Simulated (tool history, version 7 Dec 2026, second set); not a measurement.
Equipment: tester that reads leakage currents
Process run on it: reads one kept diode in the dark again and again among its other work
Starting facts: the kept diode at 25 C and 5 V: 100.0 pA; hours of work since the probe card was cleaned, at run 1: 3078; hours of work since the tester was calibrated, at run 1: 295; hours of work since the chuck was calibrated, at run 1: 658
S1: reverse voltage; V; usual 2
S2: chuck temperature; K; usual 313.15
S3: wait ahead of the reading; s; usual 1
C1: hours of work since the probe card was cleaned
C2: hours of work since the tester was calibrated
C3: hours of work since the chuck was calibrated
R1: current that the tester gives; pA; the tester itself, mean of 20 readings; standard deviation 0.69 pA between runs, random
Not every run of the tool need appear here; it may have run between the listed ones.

run 1 day=0 | S1=2 S2=313.15 S3=1 | C1=3078 C2=295 C3=658 | R1=245.41
run 2 day=3.438 | S1=2 S2=313.15 S3=1 | C1=3134 C2=351 C3=714 | R1=245.61
run 3 day=6.675 | S1=2 S2=313.15 S3=1 | C1=3187 C2=404 C3=766 | R1=247.69
run 4 day=11.017 | S1=2 S2=313.15 S3=1 | C1=3257 C2=475 C3=837 | R1=249.22
run 5 day=16.929 | S1=2 S2=313.15 S3=1 | C1=3353 C2=571 C3=933 | R1=248.58
run 6 day=20.525 | S1=2 S2=313.15 S3=1 | C1=3412 C2=629 C3=991 | R1=251.17
run 7 day=25.842 | S1=2 S2=313.15 S3=1 | C1=3498 C2=716 C3=1078 | R1=251.21
run 8 day=29.754 | S1=2.03 S2=313.15 S3=1 | C1=3562 C2=779 C3=1141 | R1=254.09
run 9 day=34.033 | S1=13.84 S2=313.15 S3=1 | C1=3631 C2=849 C3=1211 | R1=606.86
run 10 day=36.65 | S1=2 S2=313.15 S3=1 | C1=3674 C2=891 C3=1254 | R1=254.24
run 11 day=41.083 | S1=2 S2=313.15 S3=1 | C1=3746 C2=963 C3=1326 | R1=256.06
run 12 day=45.796 | S1=2 S2=313.15 S3=1 | C1=3823 C2=1040 C3=1402 | R1=255.73
-- day=48.204 probe card cleaned and baked
run 13 day=51.342 | S1=2 S2=313.15 S3=1 | C1=51 C2=1128 C3=1490 | R1=255.92
run 14 day=55.396 | S1=2 S2=313.15 S3=1 | C1=117 C2=1194 C3=1556 | R1=256.74
run 15 day=60.625 | S1=3.38 S2=313.15 S3=1 | C1=202 C2=1279 C3=1641 | R1=323.39
run 16 day=66.408 | S1=3.38 S2=296.15 S3=1 | C1=296 C2=1373 C3=1735 | R1=82.41
-- day=66.904 tester calibrated
run 17 day=71.996 | S1=1.57 S2=296.15 S3=1 | C1=386 C2=83 C3=1825 | R1=59.01
run 18 day=74.746 | S1=9.62 S2=313.15 S3=1 | C1=430 C2=128 C3=1870 | R1=518.48
run 19 day=78.204 | S1=1.4 S2=294.15 S3=1.18 | C1=486 C2=184 C3=1926 | R1=47.46
run 20 day=83.792 | S1=1.4 S2=308.15 S3=9.03 | C1=577 C2=275 C3=2017 | R1=153.27
-- day=86.746 tester calibrated, once more
-- day=87.117 chuck's temperature calibrated
run 21 day=87.117 | S1=1.4 S2=308.15 S3=9.03 | C1=629 C2=5 C3=0 | R1=131.58
run 22 day=91.233 | S1=2.98 S2=313.15 S3=0.6 | C1=696 C2=72 C3=67 | R1=276.96
run 23 day=95.188 | S1=2.98 S2=313.15 S3=0.6 | C1=760 C2=136 C3=131 | R1=276.63
run 24 day=99.062 | S1=2.98 S2=313.15 S3=0.6 | C1=823 C2=199 C3=194 | R1=277.4
run 25 day=103.496 | S1=6.53 S2=305.15 S3=1.4 | C1=895 C2=271 C3=266 | R1=208.01
run 26 day=106.454 | S1=11.56 S2=313.15 S3=1 | C1=943 C2=319 C3=314 | R1=508.75
run 27 day=111.538 | S1=2 S2=313.15 S3=2.99 | C1=1026 C2=402 C3=397 | R1=235.9
run 28 day=114.667 | S1=2 S2=313.15 S3=2.99 | C1=1077 C2=453 C3=448 | R1=235.82
run 29 day=120.021 | S1=2 S2=297.15 S3=5.05 | C1=1164 C2=540 C3=535 | R1=64.78
run 30 day=123.867 | S1=1.25 S2=303.15 S3=0.31 | C1=1226 C2=602 C3=598 | R1=88.28

Take each entry between the runs: how does the hidden state at the last listed run before it differ from the hidden state at the first listed run after it?
Between runs 12 and 13: probe card cleaned and baked (day 48.204)
  stray current of the dirty probe card, pA a volt: 1.398 -> 0.047; current scale over the true one, %: -0.31 -> -0.34; true chuck temperature over the reading, C: 1.35 -> 1.42
  measured result minus the result with no hidden state, R1: +27.14 -> +25.91 pA
Between runs 16 and 17: tester calibrated (day 66.904)
  stray current of the dirty probe card, pA a volt: 0.134 -> 0.164; current scale over the true one, %: -0.41 -> -0.52; true chuck temperature over the reading, C: 1.62 -> 1.69
  measured result minus the result with no hidden state, R1: +10.74 -> +7.91 pA
Between runs 20 and 21: tester calibrated, once more (day 86.746); chuck's temperature calibrated (day 87.117)
  stray current of the dirty probe card, pA a volt: 0.23 -> 0.248; current scale over the true one, %: -0.57 -> 0.07; true chuck temperature over the reading, C: 1.85 -> -0.02
  measured result minus the result with no hidden state, R1: +20.56 -> +0.25 pA
